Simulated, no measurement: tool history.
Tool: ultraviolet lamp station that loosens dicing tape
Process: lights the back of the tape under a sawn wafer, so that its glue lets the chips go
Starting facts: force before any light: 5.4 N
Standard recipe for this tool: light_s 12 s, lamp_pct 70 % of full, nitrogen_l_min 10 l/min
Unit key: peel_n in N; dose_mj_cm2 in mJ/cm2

run 1 hour=0.0 | light_s=12 lamp_pct=70 nitrogen_l_min=10 | peel_n=0.856 dose_mj_cm2=373
run 2 hour=7.1 | light_s=12 lamp_pct=70 nitrogen_l_min=10 | peel_n=0.869 dose_mj_cm2=370
run 3 hour=13.5 | light_s=12 lamp_pct=91 nitrogen_l_min=10 | peel_n=0.565 dose_mj_cm2=479
run 4 hour=22.0 | light_s=12 lamp_pct=91 nitrogen_l_min=8 | peel_n=0.645 dose_mj_cm2=477
run 5 hour=31.8 | light_s=12 lamp_pct=60 nitrogen_l_min=10 | peel_n=1.128 dose_mj_cm2=311
run 6 hour=44.0 | light_s=12 lamp_pct=70 nitrogen_l_min=10 | peel_n=0.885 dose_mj_cm2=366
run 7 hour=52.7 | light_s=12 lamp_pct=70 nitrogen_l_min=10 | peel_n=0.936 dose_mj_cm2=360
run 8 hour=63.0 | light_s=12 lamp_pct=70 nitrogen_l_min=10 | peel_n=0.910 dose_mj_cm2=358
run 9 hour=77.3 | light_s=12 lamp_pct=70 nitrogen_l_min=10 | peel_n=0.916 dose_mj_cm2=355
run 10 hour=86.9 | light_s=20 lamp_pct=70 nitrogen_l_min=10 | peel_n=0.381 dose_mj_cm2=595
run 11 hour=98.0 | light_s=12 lamp_pct=70 nitrogen_l_min=12 | peel_n=0.841 dose_mj_cm2=352
run 12 hour=107.9 | light_s=12 lamp_pct=70 nitrogen_l_min=10 | peel_n=0.964 dose_mj_cm2=351
run 13 hour=120.2 | light_s=12 lamp_pct=70 nitrogen_l_min=10 | peel_n=0.942 dose_mj_cm2=349
run 14 hour=126.7 | light_s=21 lamp_pct=81 nitrogen_l_min=5 | peel_n=0.420 dose_mj_cm2=702
run 15 hour=140.6 | light_s=7 lamp_pct=75 nitrogen_l_min=4 | peel_n=2.301 dose_mj_cm2=212

Expected results for the next run?
run 16 hour=155.1 | light_s=11 lamp_pct=64 nitrogen_l_min=10 | peel_n=? dose_mj_cm2=?

peel_n: 1.240 N
dose_mj_cm2: 287 mJ/cm2
If the tool had no hidden condition, the same run with the same run-to-run variation would have returned peel_n 0.813 N, dose_mj_cm2 379 mJ/cm2.

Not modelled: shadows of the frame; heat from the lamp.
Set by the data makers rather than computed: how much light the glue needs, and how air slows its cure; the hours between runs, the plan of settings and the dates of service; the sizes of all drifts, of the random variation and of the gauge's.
